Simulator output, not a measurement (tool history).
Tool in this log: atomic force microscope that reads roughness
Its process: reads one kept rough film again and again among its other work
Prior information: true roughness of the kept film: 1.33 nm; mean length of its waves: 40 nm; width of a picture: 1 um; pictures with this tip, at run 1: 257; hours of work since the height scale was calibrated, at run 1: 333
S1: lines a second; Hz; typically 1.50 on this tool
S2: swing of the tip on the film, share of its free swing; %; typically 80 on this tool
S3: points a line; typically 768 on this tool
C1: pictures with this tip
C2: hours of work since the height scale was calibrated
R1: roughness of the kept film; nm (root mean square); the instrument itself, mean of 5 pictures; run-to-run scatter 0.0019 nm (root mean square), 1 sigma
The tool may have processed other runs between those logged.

run   hour    S1  S2   S3   C1   C2     R1
  1    0.0  1.50  80  768  257  333  1.111
  2   11.9  1.50  80  768  276  340  1.105
  3   27.6  1.50  80  768  302  350  1.102
  4   38.9  1.50  80  768  320  357  1.104
  5   48.4  1.50  80  768  335  362  1.100
  6   58.9  1.50  80  318  352  369  1.095
  7   68.7  1.50  80  318  367  375  1.092
      80.0  -- new tip fitted
  8   84.0  1.50  80  318    6  384  1.128
  9   92.7  1.50  80  318   20  389  1.125
 10  105.9  1.50  80  966   41  397  1.131
 11  114.6  3.89  80  966   55  402  0.938
 12  125.4  1.50  85  768   72  409  1.091
 13  137.9  1.50  80  768   92  416  1.121
 14  153.1  1.50  87  768  117  425  1.070
 15  163.3  1.50  87  768  133  432  1.066
 16  176.0  1.50  87  768  153  439  1.064
 17  186.8  1.50  87  768  171  446  1.064
 18  198.5  1.50  87  768  189  453  1.064
 19  215.0  1.50  87  768  216  463  1.058
 20  229.8  3.30  89  303  240  472  0.848
 21  239.1  1.38  65  323  254  477  1.197
 22  246.6  3.07  66  684  267  482  1.112
 23  259.8  3.07  66  684  288  490  1.113
 24  273.1  1.54  74  661  309  498  1.141
 25  289.7  1.54  74  661  336  508  1.139
 26  305.3  0.78  74  283  361  517  1.187
 27  313.0  0.78  74  283  373  522  1.181
     321.4  -- new tip fitted
 28  329.1  3.40  80  768   12  531  0.975
 29  337.9  3.40  80  768   26  537  0.972
 30  351.1  0.76  87  577   47  545  1.170
 31  362.8  0.76  87  577   66  552  1.169

For some of the steps in R1 from one run to the next: how much would appear even if the tool had no hidden state, given the settings, what came in and random variation, and how much remains for the hidden state plus any gauge scatter that the measured result and the result without hidden state don't share?
Hidden state present: radius of the tip, nm; height scale over the true one, %; drift of the gauge itself on roughness_nm, %.
Run 7 -> 8: new tip fitted. R1 +0.036 nm (root mean square): hidden state +0.036, all else +0.000.
Run 19 -> 20: S1 1.50 -> 3.30, S2 87 -> 89, S3 768 -> 303. R1 -0.210 nm (root mean square): hidden state +0.002, all else -0.212.
Run 20 -> 21: S1 3.30 -> 1.38, S2 89 -> 65, S3 303 -> 323. R1 +0.349 nm (root mean square): hidden state -0.008, all else +0.357.
Run 27 -> 28: S1 0.78 -> 3.40, S2 74 -> 80, S3 283 -> 768, new tip fitted. R1 -0.206 nm (root mean square): hidden state +0.037, all else -0.243.
